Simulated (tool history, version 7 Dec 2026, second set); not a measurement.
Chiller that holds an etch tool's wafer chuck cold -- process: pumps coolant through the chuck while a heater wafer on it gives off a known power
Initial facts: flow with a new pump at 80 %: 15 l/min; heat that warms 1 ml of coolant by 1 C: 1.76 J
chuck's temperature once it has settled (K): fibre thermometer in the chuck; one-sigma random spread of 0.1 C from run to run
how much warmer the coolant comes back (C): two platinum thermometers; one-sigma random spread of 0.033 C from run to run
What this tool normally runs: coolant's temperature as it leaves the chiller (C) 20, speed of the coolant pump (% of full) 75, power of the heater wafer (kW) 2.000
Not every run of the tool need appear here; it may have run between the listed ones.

run      day  coolant's temperature as it leaves the chiller (C)  speed of the coolant pump (% of full)  power of the heater wafer (kW)  chuck's temperature once it has settled (K)  how much warmer the coolant comes back (C)
  1    0.000                                                  20                                     75                           2.000                                       319.55                                        5.01
       4.296  -- coolant changed, channels flushed
  2    6.767                                                  20                                     75                           1.849                                       314.05                                        4.64
  3   13.888                                                  20                                     75                           1.089                                       305.25                                        2.75
  4   18.838                                                  20                                     64                           2.000                                       318.45                                        6.09
  5   25.079                                                  20                                     64                           2.000                                       318.45                                        6.05
  6   33.921                                                  20                                     64                           2.000                                       318.75                                        6.15
  7   42.754                                                  20                                     75                           2.000                                       316.25                                        5.06
  8   49.604                                                  20                                     67                           2.000                                       318.15                                        5.79
  9   56.742                                                  20                                     67                           2.000                                       318.55                                        5.85
 10   65.929                                                  20                                     75                           2.000                                       316.85                                        5.09
 11   71.358                                                  20                                     75                           2.000                                       316.85                                        5.07
 12   75.988                                                  20                                     75                           2.000                                       317.05                                        5.11
 13   80.767                                                  20                                     80                           2.000                                       316.05                                        4.75
 14   85.388                                                  20                                     80                           2.000                                       316.15                                        4.79
 15   94.300                                                  20                                     75                           2.000                                       317.35                                        5.19
      98.688  -- chiller's thermometer calibrated
 16  100.442                                                  14                                     75                           2.890                                       323.25                                        7.43
 17  106.883                                                  17                                     84                           1.678                                       309.75                                        3.77
 18  115.921                                                  19                                     99                           1.678                                       309.85                                        3.13
 19  120.117                                                  19                                     77                           2.598                                       324.85                                        6.54
 20  125.992                                                  20                                     75                           2.829                                       329.55                                        7.30
     126.933  -- coolant pump overhauled
 21  134.946                                                  20                                     84                           2.000                                       317.25                                        4.55
 22  141.708                                                  20                                     84                           2.000                                       317.35                                        4.55
     145.208  -- coolant pump overhauled, once more
 23  150.300                                                  20                                     84                           1.372                                       309.35                                        2.94
 24  157.296                                                  10                                     81                           1.372                                       299.75                                        3.08
 25  162.838                                                  19                                     73                           2.000                                       318.15                                        5.11
 26  172.433                                                  15                                     93                           2.853                                       320.25                                        5.49
 27  178.362                                                  19                                     93                           2.221                                       317.05                                        4.32
 28  186.150                                                  19                                     93                           2.221                                       317.45                                        4.34
 29  190.146                                                  14                                     78                           2.221                                       315.75                                        5.16
     197.871  -- coolant changed, channels flushed
 30  199.771                                                  18                                     80                           1.354                                       305.35                                        3.12

Below are 3 alternative next runs, each starting from the tool's condition after run 30. Predict each:
  A  208.371                                                  20                                     86                           2.317                                            ?                                           ?
  B  208.371                                                  14                                     76                           1.781                                            ?                                           ?
  C  208.371                                                  15                                     64                           1.445                                            ?                                           ?

run  chuck's temperature once it has settled (K)  how much warmer the coolant comes back (C)
  A                                       316.85                                        4.87
  B                                       306.85                                        4.34
  C                                       305.85                                        4.28
With the hidden condition removed and each run's random variation left untouched, the same runs would have given:
run  chuck's temperature once it has settled (K)  how much warmer the coolant comes back (C)
  A                                       316.85                                        4.81
  B                                       306.85                                        4.28
  C                                       305.95                                        4.22
